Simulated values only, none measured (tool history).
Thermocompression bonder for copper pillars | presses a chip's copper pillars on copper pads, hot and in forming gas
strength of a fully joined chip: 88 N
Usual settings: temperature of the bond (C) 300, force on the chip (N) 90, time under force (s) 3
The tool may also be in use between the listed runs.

run    hour  temperature of the bond (C)  force on the chip (N)  time under force (s)  force that shears a chip off (N)
  1       0                          300                     90                     3                              46.2
  2      22                          300                     90                     3                              44.7
  3    52.7                          300                     90                     3                              46.8
  4    90.2                          300                     90                     3                              45.5
      105.8  -- forming gas filter changed
  5   126.1                          308                     90                     3                              53.2
  6   153.1                          300                     90                     3                              47.7
  7   192.6                          300                     90                     3                              48.3
  8   226.8                          300                     90                     3                                46
  9   254.7                          300                     90                     3                              46.9
 10   290.2                          300                     90                     3                              44.8
      323.6  -- forming gas filter changed
 11   331.2                          300                     90                     3                              49.2
      336.9  -- heater calibrated with a thermocouple chip
 12   350.6                          300                     90                     3                              49.7
 13   381.4                          300                     90                     3                              48.4
 14   412.3                          300                     90                     3                              47.4
 15   431.7                          300                     90                     3                                47
 16   464.8                          277                     90                     3                              35.3
 17   488.9                          277                     90                     3                              34.5
      495.1  -- heater calibrated with a thermocouple chip, once more
 18   521.7                          300                     99                     3                              50.7
 19   539.5                          302                     90                     5                              53.9
      544.2  -- forming gas filter changed
 20   579.6                          302                     63                     5                              42.6
 21   602.9                          307                    100                     5                              64.3
 22   638.5                          307                    100                     5                              63.7
 23   676.2                          279                    100                     5                              48.3
 24   710.5                          296                    116                     7                              67.7
 25   751.1                          296                    116                     7                              65.9
      760.7  -- forming gas filter changed
 26   778.4                          296                    116                     7                              73.2
 27   798.1                          270                     63                     3                              22.4
 28   834.3                          303                     60                     2                              27.9
 29   861.8                          289                    107                     3                              50.7
 30   879.9                          289                    107                     3                              50.1
 31   915.8                          283                     63                     3                              25.8
 32   950.9                          283                     63                     3                              25.9
      979.1  -- forming gas filter changed
 33   991.8                          316                     99                     3                                63
 34  1020.9                          300                     90                     8                              65.8
 35  1051.6                          300                     90                     8                              64.4

Forecast each of these 5 alternatives for the next run:
  A  1091.9                          309                     90                     3                                 ?
  B  1091.9                          300                    111                     6                                 ?
  C  1091.9                          308                     90                     5                                 ?
  D  1091.9                          317                     90                     3                                 ?
  E  1091.9                          279                    100                     2                                 ?

run  force that shears a chip off (N)
  A                              52.5
  B                              67.5
  C                              59.3
  D                              56.8
  E                              35.7
Without the tool's hidden state the same runs would have given:
run  force that shears a chip off (N)
  A                                53
  B                              69.1
  C                              60.2
  D                              57.5
  E                              35.6

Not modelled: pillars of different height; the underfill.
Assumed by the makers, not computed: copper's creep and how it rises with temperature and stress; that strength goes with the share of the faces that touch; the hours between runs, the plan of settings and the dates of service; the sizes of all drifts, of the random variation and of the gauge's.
